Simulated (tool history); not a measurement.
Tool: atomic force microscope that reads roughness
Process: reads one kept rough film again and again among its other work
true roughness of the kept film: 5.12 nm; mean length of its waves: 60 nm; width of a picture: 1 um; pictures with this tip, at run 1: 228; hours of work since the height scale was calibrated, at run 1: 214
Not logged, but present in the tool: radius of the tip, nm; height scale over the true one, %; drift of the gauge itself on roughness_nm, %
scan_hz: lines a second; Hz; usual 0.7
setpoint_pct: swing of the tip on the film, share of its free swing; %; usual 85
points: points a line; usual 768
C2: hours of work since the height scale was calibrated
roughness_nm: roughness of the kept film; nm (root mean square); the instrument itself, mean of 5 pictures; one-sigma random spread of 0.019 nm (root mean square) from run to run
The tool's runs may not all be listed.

run 1 hour=0 | scan_hz=0.7 setpoint_pct=85 points=768 | pictures_with_this_tip=228 C2=214 | roughness_nm=4.622
-- hour=18.3 new tip fitted
run 2 hour=26.8 | scan_hz=0.7 setpoint_pct=85 points=768 | pictures_with_this_tip=11 C2=232 | roughness_nm=4.582
run 3 hour=51.2 | scan_hz=0.7 setpoint_pct=85 points=768 | pictures_with_this_tip=43 C2=248 | roughness_nm=4.602
run 4 hour=77.8 | scan_hz=2.466 setpoint_pct=85 points=768 | pictures_with_this_tip=78 C2=266 | roughness_nm=4.084
run 5 hour=105 | scan_hz=0.7 setpoint_pct=85 points=768 | pictures_with_this_tip=114 C2=285 | roughness_nm=4.61
run 6 hour=119.3 | scan_hz=0.7 setpoint_pct=85 points=768 | pictures_with_this_tip=132 C2=294 | roughness_nm=4.605
run 7 hour=150 | scan_hz=0.7 setpoint_pct=85 points=768 | pictures_with_this_tip=173 C2=315 | roughness_nm=4.573
run 8 hour=167.2 | scan_hz=0.7 setpoint_pct=85 points=768 | pictures_with_this_tip=195 C2=327 | roughness_nm=4.588
run 9 hour=197.6 | scan_hz=0.7 setpoint_pct=85 points=768 | pictures_with_this_tip=235 C2=347 | roughness_nm=4.622
-- hour=210.9 new tip fitted
run 10 hour=212.6 | scan_hz=0.7 setpoint_pct=85 points=768 | pictures_with_this_tip=2 C2=357 | roughness_nm=4.606
run 11 hour=230.3 | scan_hz=0.802 setpoint_pct=85 points=768 | pictures_with_this_tip=25 C2=369 | roughness_nm=4.592
run 12 hour=248.9 | scan_hz=0.802 setpoint_pct=85 points=768 | pictures_with_this_tip=50 C2=382 | roughness_nm=4.537
run 13 hour=271.2 | scan_hz=0.802 setpoint_pct=85 points=768 | pictures_with_this_tip=79 C2=397 | roughness_nm=4.592
run 14 hour=302.5 | scan_hz=1.285 setpoint_pct=85 points=768 | pictures_with_this_tip=120 C2=418 | roughness_nm=4.399
run 15 hour=333.2 | scan_hz=0.7 setpoint_pct=85 points=768 | pictures_with_this_tip=160 C2=439 | roughness_nm=4.573
run 16 hour=351.3 | scan_hz=0.7 setpoint_pct=85 points=768 | pictures_with_this_tip=184 C2=451 | roughness_nm=4.619
run 17 hour=381.7 | scan_hz=0.7 setpoint_pct=85 points=768 | pictures_with_this_tip=224 C2=472 | roughness_nm=4.589
run 18 hour=396.8 | scan_hz=0.7 setpoint_pct=85 points=768 | pictures_with_this_tip=244 C2=482 | roughness_nm=4.599
-- hour=404.1 new tip fitted
run 19 hour=424.5 | scan_hz=0.7 setpoint_pct=85 points=768 | pictures_with_this_tip=26 C2=500 | roughness_nm=4.602
run 20 hour=446.1 | scan_hz=0.7 setpoint_pct=85 points=768 | pictures_with_this_tip=55 C2=515 | roughness_nm=4.62
run 21 hour=471.6 | scan_hz=0.7 setpoint_pct=85 points=768 | pictures_with_this_tip=88 C2=532 | roughness_nm=4.583
run 22 hour=489.8 | scan_hz=0.7 setpoint_pct=85 points=768 | pictures_with_this_tip=112 C2=544 | roughness_nm=4.59
run 23 hour=509.9 | scan_hz=0.7 setpoint_pct=85 points=768 | pictures_with_this_tip=138 C2=558 | roughness_nm=4.563
run 24 hour=530.9 | scan_hz=0.7 setpoint_pct=85 points=768 | pictures_with_this_tip=166 C2=572 | roughness_nm=4.554
run 25 hour=549.4 | scan_hz=0.7 setpoint_pct=69 points=577 | pictures_with_this_tip=190 C2=585 | roughness_nm=4.726
run 26 hour=577.1 | scan_hz=1.299 setpoint_pct=69 points=577 | pictures_with_this_tip=227 C2=603 | roughness_nm=4.641
run 27 hour=591 | scan_hz=1.299 setpoint_pct=69 points=577 | pictures_with_this_tip=245 C2=613 | roughness_nm=4.662
-- hour=597.6 new tip fitted
run 28 hour=609.8 | scan_hz=1.955 setpoint_pct=62 points=503 | pictures_with_this_tip=16 C2=625 | roughness_nm=4.62
run 29 hour=630.9 | scan_hz=0.7 setpoint_pct=55 points=768 | pictures_with_this_tip=44 C2=640 | roughness_nm=4.803
run 30 hour=649.6 | scan_hz=0.7 setpoint_pct=55 points=768 | pictures_with_this_tip=68 C2=652 | roughness_nm=4.788
run 31 hour=663.8 | scan_hz=0.7 setpoint_pct=78 points=348 | pictures_with_this_tip=87 C2=662 | roughness_nm=4.694
run 32 hour=687.3 | scan_hz=3.598 setpoint_pct=85 points=348 | pictures_with_this_tip=117 C2=678 | roughness_nm=3.782
run 33 hour=718.6 | scan_hz=3.598 setpoint_pct=85 points=348 | pictures_with_this_tip=159 C2=699 | roughness_nm=3.8
run 34 hour=739.8 | scan_hz=3.32 setpoint_pct=65 points=614 | pictures_with_this_tip=186 C2=713 | roughness_nm=4.427
run 35 hour=756.4 | scan_hz=2.367 setpoint_pct=73 points=447 | pictures_with_this_tip=208 C2=725 | roughness_nm=4.386
run 36 hour=783.9 | scan_hz=1.293 setpoint_pct=85 points=273 | pictures_with_this_tip=244 C2=743 | roughness_nm=4.387
-- hour=791.9 new tip fitted
run 37 hour=804.6 | scan_hz=1.664 setpoint_pct=65 points=319 | pictures_with_this_tip=17 C2=757 | roughness_nm=4.628
run 38 hour=827.7 | scan_hz=1.664 setpoint_pct=65 points=319 | pictures_with_this_tip=47 C2=772 | roughness_nm=4.651
run 39 hour=852.6 | scan_hz=1.639 setpoint_pct=56 points=352 | pictures_with_this_tip=80 C2=789 | roughness_nm=4.737
run 40 hour=873.8 | scan_hz=2.722 setpoint_pct=68 points=701 | pictures_with_this_tip=107 C2=804 | roughness_nm=4.445
run 41 hour=905.8 | scan_hz=2.66 setpoint_pct=75 points=510 | pictures_with_this_tip=150 C2=825 | roughness_nm=4.327
run 42 hour=922 | scan_hz=2.66 setpoint_pct=75 points=510 | pictures_with_this_tip=171 C2=836 | roughness_nm=4.309
run 43 hour=953.6 | scan_hz=2.66 setpoint_pct=75 points=510 | pictures_with_this_tip=212 C2=858 | roughness_nm=4.322
run 44 hour=977.3 | scan_hz=2.66 setpoint_pct=75 points=510 | pictures_with_this_tip=243 C2=874 | roughness_nm=4.316
-- hour=985.3 new tip fitted
run 45 hour=994.3 | scan_hz=2.66 setpoint_pct=64 points=510 | pictures_with_this_tip=12 C2=885 | roughness_nm=4.566
run 46 hour=1020.6 | scan_hz=2.191 setpoint_pct=85 points=352 | pictures_with_this_tip=46 C2=903 | roughness_nm=4.139
run 47 hour=1044.4 | scan_hz=2.191 setpoint_pct=56 points=352 | pictures_with_this_tip=78 C2=919 | roughness_nm=4.687
run 48 hour=1069.1 | scan_hz=0.643 setpoint_pct=56 points=352 | pictures_with_this_tip=110 C2=935 | roughness_nm=4.767

What if the next run were any one of these 5? Each begins from the tool's condition after run 48:
run A hour=1084.7 | scan_hz=0.7 setpoint_pct=75 points=357 | pictures_with_this_tip=131 C2=946 | roughness_nm=?
run B hour=1084.7 | scan_hz=3.221 setpoint_pct=56 points=352 | pictures_with_this_tip=131 C2=946 | roughness_nm=?
run C hour=1084.7 | scan_hz=1.203 setpoint_pct=75 points=352 | pictures_with_this_tip=131 C2=946 | roughness_nm=?
run D hour=1084.7 | scan_hz=2.497 setpoint_pct=56 points=352 | pictures_with_this_tip=131 C2=946 | roughness_nm=?
run E hour=1084.7 | scan_hz=1.84 setpoint_pct=61 points=352 | pictures_with_this_tip=131 C2=946 | roughness_nm=?

run=A roughness_nm=4.672
run=B roughness_nm=4.628
run=C roughness_nm=4.574
run=D roughness_nm=4.628
run=E roughness_nm=4.639
Without the tool's unlogged condition, the same runs would have read:
run=A roughness_nm=4.678
run=B roughness_nm=4.634
run=C roughness_nm=4.58
run=D roughness_nm=4.634
run=E roughness_nm=4.645
